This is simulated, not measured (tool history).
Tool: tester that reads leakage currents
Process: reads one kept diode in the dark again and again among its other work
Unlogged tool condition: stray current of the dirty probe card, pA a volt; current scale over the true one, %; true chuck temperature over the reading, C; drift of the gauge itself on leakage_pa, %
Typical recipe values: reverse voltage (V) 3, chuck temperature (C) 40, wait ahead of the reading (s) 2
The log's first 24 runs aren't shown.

run	day	reverse voltage (V)	chuck temperature (C)	wait ahead of the reading (s)	hours of work since the probe card was cleaned	hours of work since the tester was calibrated	hours of work since the chuck was calibrated	current that the tester gives (pA)
25	100.546	13.72	21	0.39	336	1623	439	18.78
26	106.942	13.72	21	0.39	399	1686	501	18.73
27	111.054	3	59	2	439	1726	542	100.24
28	115.571	1.04	41	6.86	484	1771	586	21.99
29	121.204	3	21	2	539	1826	641	8.54
30	124.946	4.66	52	5.88	576	1863	678	78.64
31	128.646	16.38	40	1.03	612	1899	714	61.91
32	132.071	10.78	55	0.75	646	1933	748	131.46
33	134.946	1.64	58	2.58	674	1961	776	74.89
34	139.133	3	40	0.75	715	2002	817	31.59
35	145.5	5.4	21	4.77	777	2065	880	10.68
36	151.483	5.4	21	4.77	836	2123	938	10.62
37	156.546	5.4	21	4.77	886	2173	988	10.63
38	159.271	19.15	30	1.58	913	2200	1015	34.32
39	162.717	19.15	30	0.76	946	2233	1049	35.51

Each row is a separate what-if for the run after 39, all from the same tool condition, not one after another. Results?
A	169.15	4.15	40	2	1010	2297	1112	?
B	169.15	1.95	22	2	1010	2297	1112	?
C	169.15	8.19	30	1.62	1010	2297	1112	?
D	169.15	3.22	30	1.37	1010	2297	1112	?

run	current that the tester gives (pA)
A	35.7
B	7.71
C	24.2
D	16.58
Stripped of hidden state, with their random variation kept, the same runs would have yielded:
run	current that the tester gives (pA)
A	35.68
B	7.7
C	24.18
D	16.57
